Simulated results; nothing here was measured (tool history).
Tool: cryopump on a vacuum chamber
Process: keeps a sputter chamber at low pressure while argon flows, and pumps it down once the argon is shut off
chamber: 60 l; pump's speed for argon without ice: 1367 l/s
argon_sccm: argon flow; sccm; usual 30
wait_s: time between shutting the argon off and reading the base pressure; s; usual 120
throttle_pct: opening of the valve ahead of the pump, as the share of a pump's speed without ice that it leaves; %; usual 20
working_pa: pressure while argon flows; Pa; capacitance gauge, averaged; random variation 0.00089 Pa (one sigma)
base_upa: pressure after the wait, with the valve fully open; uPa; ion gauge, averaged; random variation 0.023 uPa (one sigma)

Run 1, hour 0.0: usual settings. Result: working_pa 0.1868 Pa, base_upa 1.58 uPa.
Run 2, hour 15.1: usual settings but argon_sccm 35 sccm. Result: working_pa 0.2187 Pa, base_upa 1.51 uPa.
Run 3, hour 33.9: usual settings but argon_sccm 35 sccm. Result: working_pa 0.2195 Pa, base_upa 1.54 uPa.
Run 4, hour 48.8: usual settings but argon_sccm 57 sccm. Result: working_pa 0.3532 Pa, base_upa 1.50 uPa.
Run 5, hour 72.1: usual settings but argon_sccm 57 sccm. Result: working_pa 0.3573 Pa, base_upa 1.56 uPa.
Run 6, hour 86.7: usual settings. Result: working_pa 0.1890 Pa, base_upa 1.60 uPa.
Run 7, hour 113.5: usual settings. Result: working_pa 0.1900 Pa, base_upa 1.58 uPa.
Run 8, hour 138.2: usual settings. Result: working_pa 0.1868 Pa, base_upa 1.62 uPa.
Run 9, hour 162.4: usual settings but argon_sccm 25 sccm. Result: working_pa 0.1564 Pa, base_upa 1.62 uPa.
Run 10, hour 174.8: usual settings but argon_sccm 25 sccm. Result: working_pa 0.1553 Pa, base_upa 1.59 uPa.
Run 11, hour 195.5: usual settings but argon_sccm 25 sccm. Result: working_pa 0.1561 Pa, base_upa 1.55 uPa.
Run 12, hour 213.3: usual settings. Result: working_pa 0.1870 Pa, base_upa 1.59 uPa.
Run 13, hour 230.2: usual settings. Result: working_pa 0.1876 Pa, base_upa 1.57 uPa.
Run 14, hour 255.3: usual settings. Result: working_pa 0.1890 Pa, base_upa 1.66 uPa.
Run 15, hour 277.9: usual settings. Result: working_pa 0.1874 Pa, base_upa 1.63 uPa.
Run 16, hour 289.9: usual settings. Result: working_pa 0.1882 Pa, base_upa 1.67 uPa.
Run 17, hour 316.3: usual settings. Result: working_pa 0.1878 Pa, base_upa 1.67 uPa.
Run 18, hour 337.0: usual settings. Result: working_pa 0.1871 Pa, base_upa 1.66 uPa.
Run 19, hour 360.7: usual settings but argon_sccm 22 sccm, wait_s 123 s. Result: working_pa 0.1384 Pa, base_upa 1.64 uPa.
Run 20, hour 382.7: usual settings but argon_sccm 17 sccm, throttle_pct 18 %. Result: working_pa 0.1186 Pa, base_upa 1.66 uPa.
Run 21, hour 398.9: usual settings but argon_sccm 29 sccm, wait_s 35 s, throttle_pct 22 %. Result: working_pa 0.1658 Pa, base_upa 3.07 uPa.
Run 22, hour 414.9: usual settings but argon_sccm 29 sccm, wait_s 35 s, throttle_pct 22 %. Result: working_pa 0.1650 Pa, base_upa 3.04 uPa.
Run 23, hour 440.7: usual settings but argon_sccm 57 sccm, wait_s 87 s, throttle_pct 57 %. Result: working_pa 0.1275 Pa, base_upa 1.86 uPa.
Run 24, hour 452.6: usual settings but argon_sccm 57 sccm, wait_s 87 s, throttle_pct 57 %. Result: working_pa 0.1291 Pa, base_upa 1.91 uPa.
Run 25, hour 466.0: usual settings but argon_sccm 33 sccm. Result: working_pa 0.2081 Pa, base_upa 1.70 uPa.
Run 26, hour 492.7: usual settings but argon_sccm 48 sccm, throttle_pct 33 %. Result: working_pa 0.1856 Pa, base_upa 1.69 uPa.
Run 27, hour 510.9: usual settings but argon_sccm 15 sccm, wait_s 178 s. Result: working_pa 0.0953 Pa, base_upa 1.48 uPa.
Run 28, hour 524.9: usual settings but wait_s 20 s, throttle_pct 33 %. Result: working_pa 0.1144 Pa, base_upa 4.61 uPa.
Run 29, hour 540.9: usual settings but argon_sccm 13 sccm, wait_s 50 s, throttle_pct 25 %. Result: working_pa 0.0654 Pa, base_upa 2.51 uPa.
Run 30, hour 554.7: usual settings but argon_sccm 19 sccm, wait_s 196 s, throttle_pct 25 %. Result: working_pa 0.0966 Pa, base_upa 1.46 uPa.
Run 31, hour 575.2: usual settings but argon_sccm 16 sccm. Result: working_pa 0.0999 Pa, base_upa 1.68 uPa.
Run 32, hour 597.1: usual settings but argon_sccm 16 sccm. Result: working_pa 0.1010 Pa, base_upa 1.66 uPa.
Run 33, hour 619.0: usual settings but argon_sccm 16 sccm. Result: working_pa 0.1002 Pa, base_upa 1.68 uPa.
Run 34, hour 633.5: usual settings but argon_sccm 16 sccm. Result: working_pa 0.1011 Pa, base_upa 1.67 uPa.

Forecast each of these 4 alternatives for the next run:
Run A, hour 650.6: usual settings but argon_sccm 35 sccm, wait_s 280 s, throttle_pct 57 %. Result: working_pa ?, base_upa ?.
Run B, hour 650.6: usual settings but argon_sccm 29 sccm, wait_s 83 s, throttle_pct 23 %. Result: working_pa ?, base_upa ?.
Run C, hour 650.6: usual settings but wait_s 28 s. Result: working_pa ?, base_upa ?.
Run D, hour 650.6: usual settings but argon_sccm 48 sccm, wait_s 221 s. Result: working_pa ?, base_upa ?.

run  working_pa  base_upa
  A      0.0800      1.47
  B      0.1600      1.96
  C      0.1889      3.55
  D      0.3006      1.45
Without the tool's hidden state the same runs would have given:
run  working_pa  base_upa
  A      0.0762      0.52
  B      0.1569      1.05
  C      0.1857      2.64
  D      0.2955      0.53
